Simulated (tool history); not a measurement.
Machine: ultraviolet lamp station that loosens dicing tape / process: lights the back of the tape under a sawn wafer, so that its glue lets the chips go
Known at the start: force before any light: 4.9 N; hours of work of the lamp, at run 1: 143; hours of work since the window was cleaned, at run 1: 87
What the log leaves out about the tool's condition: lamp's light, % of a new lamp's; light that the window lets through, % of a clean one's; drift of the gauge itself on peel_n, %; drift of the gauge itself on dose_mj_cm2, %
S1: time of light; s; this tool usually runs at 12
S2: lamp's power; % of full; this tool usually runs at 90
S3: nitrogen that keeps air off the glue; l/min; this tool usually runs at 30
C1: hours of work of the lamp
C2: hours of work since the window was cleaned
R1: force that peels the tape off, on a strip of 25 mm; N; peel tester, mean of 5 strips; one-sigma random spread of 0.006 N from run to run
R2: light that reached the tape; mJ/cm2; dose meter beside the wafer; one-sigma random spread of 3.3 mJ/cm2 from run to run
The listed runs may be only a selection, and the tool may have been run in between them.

Run 1, hour 0.0: usual settings; C1 143; C2 87. Result: R1 0.224 N, R2 473 mJ/cm2.
Run 2, hour 57.5: usual settings; C1 186; C2 131. Result: R1 0.249 N, R2 456 mJ/cm2.
Run 3, hour 108.9: usual settings but S1 9 s; C1 225; C2 170. Result: R1 0.509 N, R2 325 mJ/cm2.
Run 4, hour 158.8: usual settings but S3 15 l/min; C1 263; C2 207. Result: R1 0.431 N, R2 419 mJ/cm2.
At hour 180.5: window cleaned of glue's vapour.
Run 5, hour 224.9: usual settings but S3 15 l/min; C1 313; C2 34. Result: R1 0.346 N, R2 462 mJ/cm2.
Run 6, hour 265.4: usual settings but S1 13 s, S3 15 l/min; C1 343; C2 64. Result: R1 0.317 N, R2 486 mJ/cm2.
Run 7, hour 337.9: usual settings but S3 18 l/min; C1 398; C2 119. Result: R1 0.379 N, R2 421 mJ/cm2.
Run 8, hour 385.9: usual settings but S3 18 l/min; C1 435; C2 155. Result: R1 0.404 N, R2 411 mJ/cm2.
Run 9, hour 449.9: usual settings; C1 483; C2 204. Result: R1 0.348 N, R2 393 mJ/cm2.
At hour 479.2: window cleaned of glue's vapour.
Run 10, hour 521.2: usual settings but S2 81 % of full; C1 537; C2 32. Result: R1 0.358 N, R2 383 mJ/cm2.
Run 11, hour 573.7: usual settings but S1 15 s; C1 576; C2 72. Result: R1 0.186 N, R2 513 mJ/cm2.
Run 12, hour 608.2: usual settings but S1 15 s; C1 602; C2 98. Result: R1 0.193 N, R2 497 mJ/cm2.
Run 13, hour 685.6: usual settings but S1 15 s; C1 661; C2 156. Result: R1 0.222 N, R2 471 mJ/cm2.
Run 14, hour 744.2: usual settings but S1 13 s; C1 705; C2 201. Result: R1 0.352 N, R2 384 mJ/cm2.
At hour 775.7: window cleaned of glue's vapour.
Run 15, hour 807.5: usual settings but S1 10 s, S3 33 l/min; C1 753; C2 24. Result: R1 0.485 N, R2 322 mJ/cm2.
Run 16, hour 874.4: usual settings but S1 22 s, S2 71 % of full, S3 41 l/min; C1 804; C2 75. Result: R1 0.138 N, R2 536 mJ/cm2.
Run 17, hour 951.7: usual settings but S2 82 % of full, S3 24 l/min; C1 862; C2 133. Result: R1 0.610 N, R2 315 mJ/cm2.
Run 18, hour 1015.9: usual settings but S2 77 % of full, S3 21 l/min; C1 911; C2 182. Result: R1 0.796 N, R2 282 mJ/cm2.
At hour 1074.1: window cleaned of glue's vapour.
Run 19, hour 1075.7: usual settings but S1 20 s, S2 63 % of full, S3 18 l/min; C1 956; C2 1. Result: R1 0.381 N, R2 416 mJ/cm2.
Run 20, hour 1145.7: usual settings; C1 1009; C2 54. Result: R1 0.477 N, R2 342 mJ/cm2.
At hour 1155.8: lamp changed.
Run 21, hour 1212.2: usual settings but S1 6 s, S2 93 % of full, S3 10 l/min; C1 43; C2 104. Result: R1 1.293 N, R2 250 mJ/cm2.

Each row is a separate what-if for the run after 21, all from the same tool condition, not one after another. Results?
Run A, hour 1257.3: usual settings but S3 41 l/min; C1 77; C2 138. Result: R1 ?, R2 ?.
Run B, hour 1257.3: usual settings but S1 20 s, S2 67 % of full, S3 23 l/min; C1 77; C2 138. Result: R1 ?, R2 ?.
Run C, hour 1257.3: usual settings but S3 10 l/min; C1 77; C2 138. Result: R1 ?, R2 ?.

run     R1   R2
  A  0.198  467
  B  0.156  573
  C  0.456  467
Had the tool no hidden state, the same runs would have come out as:
run     R1   R2
  A  0.151  528
  B  0.120  648
  C  0.346  528
